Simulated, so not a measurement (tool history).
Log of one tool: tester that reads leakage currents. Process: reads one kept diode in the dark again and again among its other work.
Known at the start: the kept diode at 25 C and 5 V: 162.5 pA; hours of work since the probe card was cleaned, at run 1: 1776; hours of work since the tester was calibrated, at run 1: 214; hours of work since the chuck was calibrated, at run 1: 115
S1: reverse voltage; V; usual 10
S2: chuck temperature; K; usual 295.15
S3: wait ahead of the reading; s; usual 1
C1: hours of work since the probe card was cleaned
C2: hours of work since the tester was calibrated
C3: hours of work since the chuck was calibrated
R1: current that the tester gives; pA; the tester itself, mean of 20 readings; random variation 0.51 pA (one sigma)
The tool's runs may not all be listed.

Run 1, hour 0: usual settings; C1 1776; C2 214; C3 115. Result: R1 167.93 pA.
Run 2, hour 91.1: usual settings; C1 1824; C2 262; C3 164. Result: R1 168.2 pA.
Run 3, hour 222.6: usual settings; C1 1894; C2 332; C3 233. Result: R1 168.46 pA.
Run 4, hour 285.9: usual settings but S1 1.3 V; C1 1928; C2 365; C3 267. Result: R1 72.43 pA.
Run 5, hour 349.9: usual settings but S1 1.3 V; C1 1962; C2 399; C3 301. Result: R1 72.49 pA.
Run 6, hour 453.9: usual settings but S3 0.69 s; C1 2017; C2 454; C3 356. Result: R1 170.45 pA.
Run 7, hour 556.9: usual settings but S3 0.69 s; C1 2071; C2 509; C3 411. Result: R1 170.7 pA.
Run 8, hour 669: usual settings but S3 0.69 s; C1 2131; C2 569; C3 470. Result: R1 171.12 pA.
Run 9, hour 761.6: usual settings; C1 2180; C2 618; C3 519. Result: R1 168.58 pA.
At hour 801.7: probe card cleaned and baked.
Run 10, hour 876.2: usual settings; C1 39; C2 677; C3 579. Result: R1 168.8 pA.
Run 11, hour 991.4: usual settings but S2 327.15 K; C1 101; C2 738; C3 640. Result: R1 2256.2 pA.
Run 12, hour 1064.2: usual settings but S2 327.15 K; C1 139; C2 777; C3 678. Result: R1 2246.45 pA.
Run 13, hour 1200.1: usual settings but S2 315.15 K; C1 211; C2 849; C3 750. Result: R1 898.53 pA.
Run 14, hour 1297.8: usual settings; C1 263; C2 901; C3 802. Result: R1 168.54 pA.
Run 15, hour 1411.5: usual settings; C1 324; C2 961; C3 863. Result: R1 168.27 pA.
Run 16, hour 1484.8: usual settings; C1 362; C2 1000; C3 902. Result: R1 169.03 pA.
Run 17, hour 1560.5: usual settings; C1 403; C2 1040; C3 942. Result: R1 169.56 pA.
Run 18, hour 1686.7: usual settings; C1 470; C2 1107; C3 1009. Result: R1 168.77 pA.
Run 19, hour 1808: usual settings; C1 534; C2 1171; C3 1073. Result: R1 168.2 pA.
Run 20, hour 1920.5: usual settings; C1 594; C2 1231; C3 1133. Result: R1 168.08 pA.
Run 21, hour 1991.8: usual settings; C1 631; C2 1269; C3 1171. Result: R1 168.67 pA.
Run 22, hour 2138.8: usual settings but S1 2.6 V, S3 4.79 s; C1 709; C2 1347; C3 1248. Result: R1 95.32 pA.
Run 23, hour 2281.2: usual settings but S1 2.6 V, S3 4.79 s; C1 785; C2 1422; C3 1324. Result: R1 95.22 pA.
Run 24, hour 2376.8: usual settings but S1 2.6 V, S3 4.79 s; C1 836; C2 1473; C3 1375. Result: R1 95.92 pA.
Run 25, hour 2493.5: usual settings but S1 2.6 V, S2 314.15 K, S3 1.08 s; C1 898; C2 1535; C3 1437. Result: R1 482.7 pA.
Run 26, hour 2618.9: usual settings but S1 1.7 V, S2 317.15 K, S3 0.64 s; C1 964; C2 1601; C3 1503. Result: R1 513.04 pA.
Run 27, hour 2734.6: usual settings but S1 2.1 V, S2 299.15 K, S3 1.56 s; C1 1025; C2 1663; C3 1565. Result: R1 124.94 pA.
Run 28, hour 2815.8: usual settings but S1 2.1 V, S2 299.15 K, S3 1.56 s; C1 1069; C2 1706; C3 1608. Result: R1 125.42 pA.
Run 29, hour 2954.8: usual settings but S1 2.1 V, S2 299.15 K, S3 1.56 s; C1 1142; C2 1780; C3 1681. Result: R1 125.14 pA.
Run 30, hour 3061.3: usual settings but S1 2.1 V, S2 310.15 K, S3 1.56 s; C1 1199; C2 1836; C3 1738. Result: R1 319.64 pA.
Run 31, hour 3125: usual settings but S1 2 V, S2 310.15 K, S3 1.56 s; C1 1233; C2 1870; C3 1772. Result: R1 313.2 pA.
Run 32, hour 3210.1: usual settings but S1 2.3 V, S3 1.32 s; C1 1278; C2 1915; C3 1817. Result: R1 91.84 pA.
Run 33, hour 3322.9: usual settings but S1 2.3 V, S2 303.15 K, S3 0.48 s; C1 1338; C2 1975; C3 1877. Result: R1 184.7 pA.
At hour 3442.7: chuck's temperature calibrated.
Run 34, hour 3451.6: usual settings but S2 316.15 K, S3 6.82 s; C1 1405; C2 2042; C3 5. Result: R1 974.26 pA.
Run 35, hour 3585.6: usual settings but S1 14.9 V, S2 323.15 K, S3 2.21 s; C1 1476; C2 2113; C3 76. Result: R1 1950.05 pA.
Run 36, hour 3673.2: usual settings but S1 14.9 V, S2 323.15 K, S3 2.21 s; C1 1522; C2 2160; C3 122. Result: R1 1954.16 pA.
Run 37, hour 3778.8: usual settings but S1 8.2 V, S2 306.15 K, S3 0.96 s; C1 1578; C2 2216; C3 178. Result: R1 400.35 pA.
Run 38, hour 3845.5: usual settings but S1 8.2 V, S2 306.15 K, S3 0.96 s; C1 1614; C2 2251; C3 214. Result: R1 399.81 pA.
Run 39, hour 3955.3: usual settings but S1 8.2 V, S2 306.15 K, S3 0.96 s; C1 1672; C2 2309; C3 272. Result: R1 400.09 pA.

Forecast each of these 5 alternatives for the next run:
Run A, hour 4087.2: usual settings but S1 8.2 V, S3 4.65 s; C1 1742; C2 2379; C3 342. Result: R1 ?.
Run B, hour 4087.2: usual settings but S1 12.6 V, S2 296.15 K, S3 5.22 s; C1 1742; C2 2379; C3 342. Result: R1 ?.
Run C, hour 4087.2: usual settings but S1 3 V, S2 306.15 K, S3 0.96 s; C1 1742; C2 2379; C3 342. Result: R1 ?.
Run D, hour 4087.2: usual settings but S2 321.15 K; C1 1742; C2 2379; C3 342. Result: R1 ?.
Run E, hour 4087.2: usual settings but S1 1.5 V, S2 298.15 K, S3 3.18 s; C1 1742; C2 2379; C3 342. Result: R1 ?.

run      R1
  A  152.14
  B  198.31
  C  264.28
  D  1433.1
  E  100.19
Without the tool's hidden state the same runs would have given:
run       R1
  A   152.04
  B   198.18
  C   264.15
  D  1432.43
  E   100.13
